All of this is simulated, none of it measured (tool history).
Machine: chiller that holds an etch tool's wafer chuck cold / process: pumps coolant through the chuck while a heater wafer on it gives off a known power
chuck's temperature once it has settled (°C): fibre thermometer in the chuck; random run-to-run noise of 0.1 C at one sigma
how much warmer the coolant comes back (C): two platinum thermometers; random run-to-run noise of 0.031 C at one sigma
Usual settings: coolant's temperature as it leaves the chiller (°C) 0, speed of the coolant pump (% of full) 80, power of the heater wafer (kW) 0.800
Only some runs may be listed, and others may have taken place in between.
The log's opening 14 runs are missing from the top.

run,hour,coolant's temperature as it leaves the chiller (°C),speed of the coolant pump (% of full),power of the heater wafer (kW),chuck's temperature once it has settled (°C),how much warmer the coolant comes back (C)
# hour 327.3: chiller's thermometer calibrated, once more
15,341.3,0,80,0.800,6.6,2.95
16,356.5,0,98,0.800,5.4,2.46
17,384.8,3,66,0.642,9.2,2.85
18,413.1,3,66,0.642,9.2,2.86
19,433.0,3,62,0.919,12.5,4.31
20,452.9,-1,80,0.800,5.7,3.00
21,472.3,-1,80,0.800,5.6,2.93
22,492.9,-8,77,0.800,-1.2,3.01
23,521.1,-8,77,0.800,-1.2,3.00
24,539.9,1,80,0.561,5.5,2.08
25,570.3,1,66,0.561,6.5,2.50
26,590.9,7,65,1.022,17.1,4.66
27,608.2,1,66,0.890,9.5,3.89
28,637.3,1,66,0.890,9.8,3.97
29,667.7,1,66,0.890,9.7,3.94
30,685.0,1,66,0.890,9.7,3.98
31,707.0,6,66,0.890,14.6,3.95

Here are 3 independent what-if runs from the current tool condition. What would each one return?
A,729.9,0,65,0.449,?,?
B,729.9,-7,74,1.053,?,?
C,729.9,5,80,0.800,?,?

run,chuck's temperature once it has settled (°C),how much warmer the coolant comes back (C)
A,4.2,2.04
B,2.3,4.18
C,11.6,2.95
Without the tool's unlogged condition, the same runs would have read:
run,chuck's temperature once it has settled (°C),how much warmer the coolant comes back (C)
A,4.0,1.97
B,1.8,4.04
C,11.2,2.85

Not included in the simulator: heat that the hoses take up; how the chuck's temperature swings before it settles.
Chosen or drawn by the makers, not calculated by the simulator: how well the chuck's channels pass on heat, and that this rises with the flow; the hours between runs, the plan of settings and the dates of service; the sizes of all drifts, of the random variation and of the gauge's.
